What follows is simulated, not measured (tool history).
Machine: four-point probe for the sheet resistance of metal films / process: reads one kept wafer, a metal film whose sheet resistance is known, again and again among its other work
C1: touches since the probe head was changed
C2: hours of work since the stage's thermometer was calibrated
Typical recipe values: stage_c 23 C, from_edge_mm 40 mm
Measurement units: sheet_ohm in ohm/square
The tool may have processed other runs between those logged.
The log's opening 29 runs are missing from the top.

{"run": 30, "hour": 392.1, "stage_c": 30, "from_edge_mm": 12, "C1": 9405, "C2": 26, "sheet_ohm": 0.267919}
{"hour": 396.9, "done": "stage's thermometer calibrated, once more"}
{"run": 31, "hour": 412.7, "stage_c": 21, "from_edge_mm": 6, "C1": 9777, "C2": 6, "sheet_ohm": 0.269835}
{"run": 32, "hour": 422.1, "stage_c": 30, "from_edge_mm": 46, "C1": 9951, "C2": 10, "sheet_ohm": 0.267847}
{"run": 33, "hour": 434.9, "stage_c": 18, "from_edge_mm": 40, "C1": 10187, "C2": 16, "sheet_ohm": 0.268171}
{"run": 34, "hour": 453.3, "stage_c": 18, "from_edge_mm": 40, "C1": 10527, "C2": 23, "sheet_ohm": 0.268281}
{"run": 35, "hour": 468.4, "stage_c": 19, "from_edge_mm": 4, "C1": 10807, "C2": 29, "sheet_ohm": 0.271708}
{"run": 36, "hour": 483.1, "stage_c": 34, "from_edge_mm": 35, "C1": 11077, "C2": 35, "sheet_ohm": 0.267682}
{"run": 37, "hour": 495.3, "stage_c": 34, "from_edge_mm": 35, "C1": 11302, "C2": 40, "sheet_ohm": 0.267626}
{"run": 38, "hour": 512.4, "stage_c": 34, "from_edge_mm": 35, "C1": 11618, "C2": 47, "sheet_ohm": 0.267625}
{"run": 39, "hour": 531.3, "stage_c": 34, "from_edge_mm": 23, "C1": 11968, "C2": 55, "sheet_ohm": 0.267762}
{"run": 40, "hour": 547.6, "stage_c": 20, "from_edge_mm": 6, "C1": 12269, "C2": 62, "sheet_ohm": 0.269838}
{"run": 41, "hour": 559.7, "stage_c": 30, "from_edge_mm": 50, "C1": 12493, "C2": 67, "sheet_ohm": 0.267875}
{"run": 42, "hour": 580.0, "stage_c": 33, "from_edge_mm": 40, "C1": 12868, "C2": 75, "sheet_ohm": 0.267724}
{"run": 43, "hour": 596.7, "stage_c": 25, "from_edge_mm": 17, "C1": 13176, "C2": 82, "sheet_ohm": 0.268244}
{"run": 44, "hour": 613.2, "stage_c": 35, "from_edge_mm": 4, "C1": 13481, "C2": 89, "sheet_ohm": 0.271199}

Consider 5 possible next runs. They are alternatives, not a sequence: every one starts from the tool as it was left by run 44. What does each give?
{"run": "A", "hour": 622.1, "stage_c": 35, "from_edge_mm": 28, "C1": 13645, "C2": 92, "sheet_ohm": "?"}
{"run": "B", "hour": 622.1, "stage_c": 25, "from_edge_mm": 56, "C1": 13645, "C2": 92, "sheet_ohm": "?"}
{"run": "C", "hour": 622.1, "stage_c": 22, "from_edge_mm": 4, "C1": 13645, "C2": 92, "sheet_ohm": "?"}
{"run": "D", "hour": 622.1, "stage_c": 19, "from_edge_mm": 24, "C1": 13645, "C2": 92, "sheet_ohm": "?"}
{"run": "E", "hour": 622.1, "stage_c": 31, "from_edge_mm": 4, "C1": 13645, "C2": 92, "sheet_ohm": "?"}

run=A sheet_ohm=0.267699
run=B sheet_ohm=0.267937
run=C sheet_ohm=0.271732
run=D sheet_ohm=0.268426
run=E sheet_ohm=0.27148
Take away the tool's hidden state, keep each run's random variation, and the runs would have read:
run=A sheet_ohm=0.2666
run=B sheet_ohm=0.266838
run=C sheet_ohm=0.270618
run=D sheet_ohm=0.267325
run=E sheet_ohm=0.270367

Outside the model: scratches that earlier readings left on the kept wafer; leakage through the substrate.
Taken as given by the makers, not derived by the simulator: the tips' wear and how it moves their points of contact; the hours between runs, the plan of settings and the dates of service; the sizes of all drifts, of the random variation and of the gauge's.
